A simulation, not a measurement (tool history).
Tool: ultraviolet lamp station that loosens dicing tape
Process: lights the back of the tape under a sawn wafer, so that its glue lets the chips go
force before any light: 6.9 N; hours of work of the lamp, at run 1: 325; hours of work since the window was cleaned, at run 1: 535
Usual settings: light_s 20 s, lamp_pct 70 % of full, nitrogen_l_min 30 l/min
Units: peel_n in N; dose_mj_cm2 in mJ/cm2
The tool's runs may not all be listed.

run,day,light_s,lamp_pct,nitrogen_l_min,hours of work of the lamp,hours of work since the window was cleaned,peel_n,dose_mj_cm2
1,0,20,70,30,325,535,1.043,234
2,1.896,20,70,30,347,558,1.027,234
3,4.367,20,70,30,376,587,1.054,227
4,7.838,20,70,30,417,628,1.078,224
5,9.962,20,70,30,443,653,1.125,223
# day 10.292: window cleaned of glue's vapour
6,13.075,20,70,30,479,33,1.202,206
7,15.458,20,70,30,507,61,1.282,201
8,18.646,20,70,30,545,99,1.303,200
9,22.371,20,70,30,589,143,1.371,192
10,24.079,20,70,30,609,163,1.363,194
11,26.271,20,70,30,635,189,1.337,189
12,29.133,20,70,30,669,223,1.434,190
13,31.008,20,70,30,692,245,1.391,189
# day 32.979: window cleaned of glue's vapour, once more
14,34.504,20,70,30,733,18,1.019,236
15,38.508,20,70,30,780,65,0.973,236
16,41.288,20,70,30,813,98,1.034,228
17,44.804,20,70,30,855,140,1.076,224
18,48.421,20,94,30,897,183,0.665,301
19,51.658,20,94,32,936,221,0.653,294
20,54.238,37,78,11,966,252,0.696,449
21,56.004,37,78,11,987,273,0.676,443
22,59.779,37,78,11,1032,317,0.688,438
23,62.662,31,78,11,1066,351,0.985,360
24,65.146,31,68,17,1095,381,0.905,314
25,68.508,13,64,12,1135,421,3.323,121
26,70.717,11,81,12,1161,447,3.27,126
27,73.467,11,81,12,1194,479,3.156,126
28,75.262,25,77,13,1215,501,1.378,275
29,77.821,15,97,36,1246,531,1.145,204
30,81.488,20,75,30,1289,574,1.251,199
31,84.892,24,70,22,1329,615,1.315,224
32,87.462,24,70,22,1360,645,1.353,220
# day 88.321: window cleaned of glue's vapour
33,90.521,24,70,22,1396,26,1.16,245
34,92.65,20,70,14,1421,51,1.968,203
# day 93.696: lamp changed
35,96.746,15,76,12,36,99,1.901,219

5 ways to go on from here, each from the tool as it stands after run 35. What would each give?
A,100.729,15,64,14,83,146,?,?
B,100.729,16,88,48,83,146,?,?
C,100.729,18,81,29,83,146,?,?
D,100.729,15,87,12,83,146,?,?
E,100.729,17,83,35,83,146,?,?

run,peel_n,dose_mj_cm2
A,2.271,181
B,0.612,263
C,0.811,273
D,1.694,244
E,0.745,267
Without the tool's hidden state the same runs would have given:
run,peel_n,dose_mj_cm2
A,2.146,190
B,0.559,277
C,0.74,288
D,1.581,257
E,0.681,281
